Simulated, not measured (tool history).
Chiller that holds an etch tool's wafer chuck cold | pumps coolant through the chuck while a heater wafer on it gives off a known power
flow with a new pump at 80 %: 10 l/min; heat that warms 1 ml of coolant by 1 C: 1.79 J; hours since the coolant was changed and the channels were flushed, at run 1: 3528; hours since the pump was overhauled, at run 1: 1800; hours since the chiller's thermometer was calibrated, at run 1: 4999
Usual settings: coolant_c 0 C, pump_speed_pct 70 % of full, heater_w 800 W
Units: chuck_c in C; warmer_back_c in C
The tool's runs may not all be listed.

run	hour	coolant_c	pump_speed_pct	heater_w	hours since the coolant was changed and the channels were flushed	hours since the pump was overhauled	hours since the chiller's thermometer was calibrated	chuck_c	warmer_back_c
1	0	0	70	800	3528	1800	4999	5.7	3.12
2	56.1	0	66	800	3584	1856	5055	6.1	3.35
3	100.4	0	66	800	3629	1901	5099	6	3.33
4	164.4	0	66	800	3692	1965	5163	6	3.33
5	193.3	0	66	800	3721	1994	5192	5.9	3.32
6	257.1	0	66	800	3785	2057	5256	6.2	3.3
7	307.3	0	66	800	3835	2108	5306	6.1	3.34
8	335.8	0	66	800	3864	2136	5335	5.9	3.31
9	362.5	0	66	800	3891	2163	5361	6	3.37
10	409.6	0	70	800	3938	2210	5409	5.6	3.16
11	441.6	9	70	800	3970	2242	5440	14.8	3.18
12	490.5	9	70	800	4019	2291	5489	14.6	3.15
13	552.9	9	70	800	4081	2353	5552	14.7	3.12
14	602.6	9	70	483	4131	2403	5601	12	1.9
# hour 628.2: chiller's thermometer calibrated
15	652.5	9	70	483	4180	2452	24	11.9	1.92
16	707.4	-6	80	648	4234	2507	79	-2.3	2.29
17	744.2	6	70	1069	4271	2543	116	13.7	4.22
18	781.7	6	70	1069	4309	2581	153	13.7	4.24
19	836.4	-8	75	516	4364	2636	208	-5	1.87
20	894.3	6	93	533	4421	2694	266	8	1.56
21	956.8	6	93	533	4484	2756	329	8.2	1.56
# hour 982.7: chiller's thermometer calibrated, once more
22	987.6	2	87	993	4514	2786	5	8.9	3.18
23	1015.7	2	87	993	4542	2814	33	9	3.15
24	1042.6	2	87	904	4569	2841	60	8.3	2.86
25	1092.4	-6	64	504	4618	2891	110	-1.5	2.25
26	1133.5	2	70	414	4660	2932	151	5.5	1.61
27	1172.4	2	70	414	4698	2971	190	5.3	1.64
28	1229.4	2	70	414	4755	3028	247	5.5	1.64
29	1283.1	-5	80	465	4809	3081	300	-1.5	1.63
30	1343.8	-5	80	465	4870	3142	361	-1.6	1.61

3 ways to go on from here, each from the tool as it stands after run 30. What would each give?
A	1375.3	-5	78	465	4901	3174	393	?	?
B	1375.3	-2	80	465	4901	3174	393	?	?
C	1375.3	1	81	439	4901	3174	393	?	?

run	chuck_c	warmer_back_c
A	-1.4	1.65
B	1.3	1.64
C	3.9	1.52
Without the tool's hidden state the same runs would have given:
run	chuck_c	warmer_back_c
A	-1.7	1.6
B	1	1.59
C	3.6	1.48
